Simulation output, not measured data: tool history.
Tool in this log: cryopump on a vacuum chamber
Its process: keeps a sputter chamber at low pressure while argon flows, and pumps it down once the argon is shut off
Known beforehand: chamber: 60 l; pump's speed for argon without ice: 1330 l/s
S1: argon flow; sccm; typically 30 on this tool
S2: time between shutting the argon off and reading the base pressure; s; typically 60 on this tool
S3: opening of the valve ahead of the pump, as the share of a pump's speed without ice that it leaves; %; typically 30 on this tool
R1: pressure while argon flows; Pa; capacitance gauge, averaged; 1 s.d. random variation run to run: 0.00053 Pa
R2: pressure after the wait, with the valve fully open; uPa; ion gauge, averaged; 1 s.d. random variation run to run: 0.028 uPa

| run | hour | S1 | S2 | S3 | R1 | R2 |
|---|---|---|---|---|---|---|
| 1 | 0 | 30 | 60 | 30 | 0.1286 | 1.36 |
| 2 | 17 | 30 | 164 | 30 | 0.1283 | 0.7 |
| 3 | 38.2 | 30 | 60 | 30 | 0.1289 | 1.43 |
| 4 | 50.2 | 30 | 60 | 30 | 0.1293 | 1.44 |
| 5 | 64.5 | 39 | 60 | 30 | 0.1687 | 1.44 |
| 6 | 81.8 | 39 | 60 | 30 | 0.1675 | 1.49 |
| 7 | 101.8 | 39 | 60 | 30 | 0.1691 | 1.44 |
| 8 | 114.2 | 39 | 60 | 30 | 0.169 | 1.43 |
| 9 | 125.3 | 39 | 60 | 30 | 0.1691 | 1.44 |
| 10 | 141.8 | 39 | 60 | 30 | 0.1698 | 1.47 |
| 11 | 160.4 | 39 | 60 | 30 | 0.1695 | 1.46 |
| 12 | 179.1 | 39 | 60 | 30 | 0.1691 | 1.49 |
| 13 | 193.8 | 30 | 60 | 30 | 0.1303 | 1.47 |
| 14 | 212.3 | 35 | 60 | 26 | 0.1742 | 1.45 |
| 15 | 223.7 | 35 | 60 | 26 | 0.1754 | 1.53 |
| 16 | 240.1 | 35 | 60 | 26 | 0.176 | 1.46 |
| 17 | 249.7 | 52 | 60 | 34 | 0.2 | 1.46 |
| 18 | 262.6 | 52 | 60 | 34 | 0.2014 | 1.47 |
| 19 | 282.6 | 45 | 256 | 46 | 0.1304 | 0.63 |
| 20 | 300.1 | 30 | 97 | 39 | 0.1021 | 1.1 |
| 21 | 314.2 | 36 | 264 | 59 | 0.083 | 0.71 |

Estimate the outcome of run 22 from the log above:
| 22 | 332.8 | 36 | 264 | 19 | ? | ? |

R1: 0.2455 Pa
R2: 0.68 uPa
Without the tool's hidden state the same run would have given R1 0.2398 Pa, R2 0.45 uPa.
